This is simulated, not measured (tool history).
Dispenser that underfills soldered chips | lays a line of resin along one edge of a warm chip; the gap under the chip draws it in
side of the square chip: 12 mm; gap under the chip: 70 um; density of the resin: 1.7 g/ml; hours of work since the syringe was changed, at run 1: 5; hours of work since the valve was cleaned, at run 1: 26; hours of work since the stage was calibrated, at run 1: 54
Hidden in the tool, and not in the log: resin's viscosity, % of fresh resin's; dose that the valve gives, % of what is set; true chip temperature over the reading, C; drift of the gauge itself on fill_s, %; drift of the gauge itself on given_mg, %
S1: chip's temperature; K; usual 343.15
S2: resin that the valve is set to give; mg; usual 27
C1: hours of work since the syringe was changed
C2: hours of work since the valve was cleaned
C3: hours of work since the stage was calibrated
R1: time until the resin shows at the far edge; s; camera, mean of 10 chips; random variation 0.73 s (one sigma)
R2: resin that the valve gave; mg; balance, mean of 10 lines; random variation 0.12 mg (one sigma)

run 1 hour=0 | S1=343.15 S2=27 | C1=5 C2=26 C3=54 | R1=96.3 R2=26.31
run 2 hour=2.8 | S1=343.15 S2=27 | C1=7 C2=28 C3=56 | R1=111.3 R2=26.38
run 3 hour=4.8 | S1=343.15 S2=27 | C1=8 C2=29 C3=57 | R1=123.2 R2=26.22
-- hour=6.2 new syringe of resin
run 4 hour=9 | S1=343.15 S2=27 | C1=2 C2=32 C3=60 | R1=76.4 R2=26.21
run 5 hour=12.2 | S1=343.15 S2=27.9 | C1=4 C2=34 C3=62 | R1=90.5 R2=26.85
run 6 hour=15.4 | S1=343.15 S2=27 | C1=6 C2=36 C3=64 | R1=109.7 R2=25.98
run 7 hour=17.7 | S1=343.15 S2=27 | C1=8 C2=38 C3=66 | R1=121 R2=26.01
-- hour=19 new syringe of resin
run 8 hour=20.6 | S1=331.15 S2=27 | C1=1 C2=40 C3=68 | R1=134.4 R2=25.97
run 9 hour=24 | S1=331.15 S2=27 | C1=3 C2=42 C3=70 | R1=159.7 R2=25.86
run 10 hour=27.8 | S1=356.15 S2=26.2 | C1=6 C2=45 C3=73 | R1=56.6 R2=25.05
-- hour=31.8 new syringe of resin
run 11 hour=31.8 | S1=356.15 S2=26.2 | C1=0 C2=47 C3=75 | R1=36.1 R2=25.04

5 ways to go on from here, each from the tool as it stands after run 11. What would each give?
run A hour=35.7 | S1=347.15 S2=30.4 | C1=3 C2=50 C3=78 | R1=? R2=?
run B hour=35.7 | S1=344.15 S2=24.7 | C1=3 C2=50 C3=78 | R1=? R2=?
run C hour=35.7 | S1=355.15 S2=26.5 | C1=3 C2=50 C3=78 | R1=? R2=?
run D hour=35.7 | S1=330.15 S2=27 | C1=3 C2=50 C3=78 | R1=? R2=?
run E hour=35.7 | S1=333.15 S2=24.2 | C1=3 C2=50 C3=78 | R1=? R2=?

run=A R1=67.3 R2=28.94
run=B R1=79.2 R2=23.49
run=C R1=46.8 R2=25.24
run=D R1=162.5 R2=25.84
run=E R1=141.7 R2=23.09
Without the tool's hidden state the same runs would have given:
run=A R1=54.4 R2=30.36
run=B R1=63.7 R2=24.64
run=C R1=37.8 R2=26.48
run=D R1=130.9 R2=27.1
run=E R1=113.7 R2=24.22

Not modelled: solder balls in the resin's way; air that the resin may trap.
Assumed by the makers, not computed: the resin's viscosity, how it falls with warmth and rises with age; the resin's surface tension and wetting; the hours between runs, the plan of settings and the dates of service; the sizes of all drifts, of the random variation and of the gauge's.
